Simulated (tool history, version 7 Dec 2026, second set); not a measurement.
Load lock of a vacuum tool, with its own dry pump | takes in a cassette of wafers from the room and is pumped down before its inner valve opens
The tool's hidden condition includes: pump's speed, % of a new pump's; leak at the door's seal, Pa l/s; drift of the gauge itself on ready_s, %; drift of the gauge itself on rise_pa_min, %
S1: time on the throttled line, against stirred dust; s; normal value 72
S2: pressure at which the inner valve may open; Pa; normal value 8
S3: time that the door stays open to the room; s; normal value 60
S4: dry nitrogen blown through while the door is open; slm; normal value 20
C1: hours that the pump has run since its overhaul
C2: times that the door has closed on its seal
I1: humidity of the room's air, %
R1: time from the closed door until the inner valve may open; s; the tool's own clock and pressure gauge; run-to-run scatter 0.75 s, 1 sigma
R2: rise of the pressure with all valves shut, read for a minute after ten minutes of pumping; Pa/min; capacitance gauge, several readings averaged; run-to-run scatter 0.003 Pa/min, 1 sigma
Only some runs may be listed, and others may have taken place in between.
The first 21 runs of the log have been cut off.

run 22 day=322.321 | S1=47 S2=7 S3=35 S4=14 | C1=694 C2=50549 | I1=46.4 | R1=95.1 R2=0.228
run 23 day=343.996 | S1=68 S2=8 S3=213 S4=20 | C1=1214 C2=52149 | I1=46.4 | R1=112.1 R2=0.256
run 24 day=357.200 | S1=68 S2=8 S3=44 S4=20 | C1=1531 C2=53123 | I1=44.9 | R1=111.1 R2=0.242
run 25 day=367.962 | S1=68 S2=8 S3=44 S4=20 | C1=1789 C2=53917 | I1=43.5 | R1=111.6 R2=0.240
run 26 day=387.079 | S1=58 S2=13 S3=44 S4=20 | C1=2248 C2=55328 | I1=42.6 | R1=100.4 R2=0.249
run 27 day=406.100 | S1=110 S2=8 S3=70 S4=13 | C1=2704 C2=56731 | I1=46.5 | R1=145.4 R2=0.269
run 28 day=415.554 | S1=110 S2=8 S3=70 S4=13 | C1=2931 C2=57429 | I1=38.4 | R1=146.4 R2=0.272
run 29 day=425.883 | S1=110 S2=8 S3=70 S4=13 | C1=3179 C2=58191 | I1=42.6 | R1=146.8 R2=0.285
run 30 day=442.542 | S1=41 S2=10 S3=37 S4=20 | C1=3579 C2=59420 | I1=48.4 | R1=88.9 R2=0.280
run 31 day=451.992 | S1=72 S2=8 S3=60 S4=4 | C1=3806 C2=60117 | I1=45.3 | R1=115.4 R2=0.307
run 32 day=469.596 | S1=106 S2=8 S3=169 S4=25 | C1=4228 C2=61416 | I1=43.2 | R1=143.6 R2=0.298
run 33 day=482.450 | S1=106 S2=8 S3=169 S4=25 | C1=4537 C2=62365 | I1=45.3 | R1=144.7 R2=0.313
run 34 day=500.425 | S1=99 S2=8 S3=169 S4=25 | C1=4968 C2=63691 | I1=45.7 | R1=137.8 R2=0.328
run 35 day=516.767 | S1=61 S2=8 S3=149 S4=20 | C1=5360 C2=64897 | I1=46.0 | R1=107.8 R2=0.342
run 36 day=531.817 | S1=49 S2=10 S3=60 S4=20 | C1=5722 C2=66007 | I1=47.6 | R1=96.6 R2=0.337
run 37 day=548.862 | S1=122 S2=13 S3=112 S4=34 | C1=6131 C2=67265 | I1=44.9 | R1=151.2 R2=0.343

Here are 4 independent what-if runs from the current tool condition. What would each one return?
-- day=550.929 door's seal changed, seat wiped
run A day=557.725 | S1=131 S2=11 S3=226 S4=34 | C1=6342 C2=502 | I1=43.9 | R1=? R2=?
-- day=550.929 door's seal changed, seat wiped
run B day=557.725 | S1=81 S2=8 S3=35 S4=8 | C1=6342 C2=502 | I1=45.5 | R1=? R2=?
-- day=550.929 door's seal changed, seat wiped
run C day=557.725 | S1=97 S2=13 S3=57 S4=34 | C1=6342 C2=502 | I1=39.4 | R1=? R2=?
-- day=550.929 door's seal changed, seat wiped
run D day=557.725 | S1=60 S2=8 S3=112 S4=34 | C1=6342 C2=502 | I1=41.4 | R1=? R2=?

run=A R1=162.0 R2=0.040
run=B R1=123.7 R2=0.037
run=C R1=133.4 R2=0.019
run=D R1=107.0 R2=0.024
The same runs, with their run-to-run variation unchanged, on a tool lacking any hidden condition would have given:
run=A R1=160.7 R2=0.039
run=B R1=121.9 R2=0.036
run=C R1=131.9 R2=0.018
run=D R1=105.1 R2=0.023

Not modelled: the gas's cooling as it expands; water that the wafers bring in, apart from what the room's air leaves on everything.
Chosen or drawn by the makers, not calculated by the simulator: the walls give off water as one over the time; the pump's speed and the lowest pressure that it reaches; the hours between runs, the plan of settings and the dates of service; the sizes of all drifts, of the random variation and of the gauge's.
